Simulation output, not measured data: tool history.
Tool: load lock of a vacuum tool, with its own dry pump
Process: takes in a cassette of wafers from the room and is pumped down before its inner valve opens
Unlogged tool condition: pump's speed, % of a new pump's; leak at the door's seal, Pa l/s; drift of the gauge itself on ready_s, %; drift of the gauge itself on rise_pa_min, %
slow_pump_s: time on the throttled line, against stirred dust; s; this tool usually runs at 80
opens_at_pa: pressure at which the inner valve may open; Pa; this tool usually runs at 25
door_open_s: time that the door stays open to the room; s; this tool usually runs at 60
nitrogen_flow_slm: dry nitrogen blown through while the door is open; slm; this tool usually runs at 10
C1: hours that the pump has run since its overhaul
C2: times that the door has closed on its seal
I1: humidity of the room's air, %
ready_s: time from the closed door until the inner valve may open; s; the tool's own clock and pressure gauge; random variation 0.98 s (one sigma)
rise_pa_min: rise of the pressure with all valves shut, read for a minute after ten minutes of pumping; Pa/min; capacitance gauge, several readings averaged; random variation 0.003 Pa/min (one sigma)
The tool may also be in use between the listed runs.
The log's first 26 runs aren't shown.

Run 27, hour 13746.3: usual settings but opens_at_pa 26 Pa; C1 5464; C2 7924; I1 46.4. Result: ready_s 154.1 s, rise_pa_min 0.046 Pa/min.
Run 28, hour 14267.3: usual settings but slow_pump_s 65 s; C1 5985; C2 9987; I1 46.2. Result: ready_s 142.8 s, rise_pa_min 0.048 Pa/min.
Run 29, hour 14603.5: usual settings but slow_pump_s 65 s; C1 6322; C2 11319; I1 44.6. Result: ready_s 143.7 s, rise_pa_min 0.044 Pa/min.
Run 30, hour 15036.6: usual settings but slow_pump_s 65 s; C1 6755; C2 13034; I1 44.8. Result: ready_s 143.3 s, rise_pa_min 0.043 Pa/min.
Run 31, hour 15446.3: usual settings but slow_pump_s 128 s, door_open_s 173 s; C1 7164; C2 14657; I1 43.3. Result: ready_s 193.8 s, rise_pa_min 0.071 Pa/min.
Run 32, hour 15986.3: usual settings but slow_pump_s 42 s, opens_at_pa 46 Pa, door_open_s 173 s; C1 7704; C2 16795; I1 43.2. Result: ready_s 119.6 s, rise_pa_min 0.067 Pa/min.
Run 33, hour 16623.8: usual settings but slow_pump_s 42 s, opens_at_pa 46 Pa, door_open_s 173 s; C1 8342; C2 19320; I1 44.2. Result: ready_s 120.5 s, rise_pa_min 0.07 Pa/min.
Run 34, hour 17024.5: usual settings but slow_pump_s 42 s, opens_at_pa 46 Pa, door_open_s 173 s; C1 8743; C2 20907; I1 46.6. Result: ready_s 119.8 s, rise_pa_min 0.071 Pa/min.
Run 35, hour 17488.3: usual settings but opens_at_pa 30 Pa, door_open_s 84 s; C1 9206; C2 22744; I1 40.6. Result: ready_s 154.9 s, rise_pa_min 0.046 Pa/min.
Run 36, hour 17915.7: usual settings but slow_pump_s 45 s, opens_at_pa 21 Pa, door_open_s 226 s, nitrogen_flow_slm 38 slm; C1 9634; C2 24437; I1 44.2. Result: ready_s 131.1 s, rise_pa_min 0.05 Pa/min.

4 options for the next run, each taken on its own from the tool as it stands now. Forecast them:
Run A, hour 18267.3: usual settings but slow_pump_s 45 s, opens_at_pa 21 Pa, door_open_s 68 s, nitrogen_flow_slm 38 slm; C1 9985; C2 25829; I1 42.6. Result: ready_s ?, rise_pa_min ?.
Run B, hour 18267.3: usual settings but slow_pump_s 45 s, opens_at_pa 38 Pa, door_open_s 84 s, nitrogen_flow_slm 9 slm; C1 9985; C2 25829; I1 45.8. Result: ready_s ?, rise_pa_min ?.
Run C, hour 18267.3: usual settings but opens_at_pa 41 Pa; C1 9985; C2 25829; I1 43.2. Result: ready_s ?, rise_pa_min ?.
Run D, hour 18267.3: usual settings but door_open_s 188 s, nitrogen_flow_slm 15 slm; C1 9985; C2 25829; I1 50. Result: ready_s ?, rise_pa_min ?.

run  ready_s  rise_pa_min
  A    131.9        0.028
  B    123.7        0.053
  C    148.2         0.04
  D    157.5        0.073
Had the tool no hidden state, the same runs would have come out as:
run  ready_s  rise_pa_min
  A    131.8        0.028
  B    123.7        0.053
  C    148.2        0.039
  D    157.5        0.073
